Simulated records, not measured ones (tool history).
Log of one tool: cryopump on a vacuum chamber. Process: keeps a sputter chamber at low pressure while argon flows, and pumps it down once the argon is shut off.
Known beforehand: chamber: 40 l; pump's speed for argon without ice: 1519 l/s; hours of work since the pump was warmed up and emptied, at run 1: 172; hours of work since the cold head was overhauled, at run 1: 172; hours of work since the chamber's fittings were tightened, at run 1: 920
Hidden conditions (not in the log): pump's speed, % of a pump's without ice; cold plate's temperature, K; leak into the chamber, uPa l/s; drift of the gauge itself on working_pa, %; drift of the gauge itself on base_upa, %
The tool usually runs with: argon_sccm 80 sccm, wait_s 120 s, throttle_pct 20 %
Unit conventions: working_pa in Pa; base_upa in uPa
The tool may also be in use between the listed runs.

run	hour	argon_sccm	wait_s	throttle_pct	hours of work since the pump was warmed up and emptied	hours of work since the cold head was overhauled	hours of work since the chamber's fittings were tightened	working_pa	base_upa
1	0.0	80	120	20	172	172	920	0.4521	2.71
2	12.3	80	120	20	179	179	927	0.4520	2.66
3	22.4	80	120	20	185	185	933	0.4511	2.68
4	40.9	80	120	22	196	196	944	0.4124	2.64
5	56.5	80	120	20	206	206	954	0.4558	2.77
6	68.7	80	34	20	213	213	961	0.4522	3.31
7	81.5	80	34	20	221	221	969	0.4553	3.34
8	94.0	80	34	20	228	228	976	0.4528	3.49
9	110.9	80	34	20	239	239	986	0.4561	3.54
10	128.9	80	34	20	249	249	997	0.4551	3.58
11	153.2	80	34	20	264	264	1012	0.4573	3.63
12	168.7	80	34	20	273	273	1021	0.4551	3.69
13	186.7	80	34	20	284	284	1032	0.4544	3.70
14	202.7	45	90	20	294	294	1042	0.2567	3.18
15	218.0	45	90	20	303	303	1051	0.2573	3.25
16	231.4	45	90	20	311	311	1059	0.2583	3.26
17	253.6	45	98	19	324	324	1072	0.2707	3.25
18	268.8	33	108	31	334	334	1081	0.1250	3.33
19	289.3	37	156	48	346	346	1094	0.0927	3.14
# hour 303.1: leaking fittings of the chamber tightened, without venting
20	315.7	37	156	48	361	361	8	0.0927	0.49
21	337.7	44	273	20	374	374	21	0.2550	0.45

Branching from run 21: 4 alternative next runs. What would each branch give?
A	348.1	123	43	43	380	380	27	?	?
B	348.1	117	273	23	380	380	27	?	?
C	348.1	44	56	20	380	380	27	?	?
D	348.1	80	120	29	380	380	27	?	?

run	working_pa	base_upa
A	0.3437	1.06
B	0.5914	0.43
C	0.2540	0.94
D	0.3241	0.63
Without the tool's hidden state the same runs would have given:
run	working_pa	base_upa
A	0.3173	0.92
B	0.5662	0.28
C	0.2446	0.80
D	0.3069	0.49

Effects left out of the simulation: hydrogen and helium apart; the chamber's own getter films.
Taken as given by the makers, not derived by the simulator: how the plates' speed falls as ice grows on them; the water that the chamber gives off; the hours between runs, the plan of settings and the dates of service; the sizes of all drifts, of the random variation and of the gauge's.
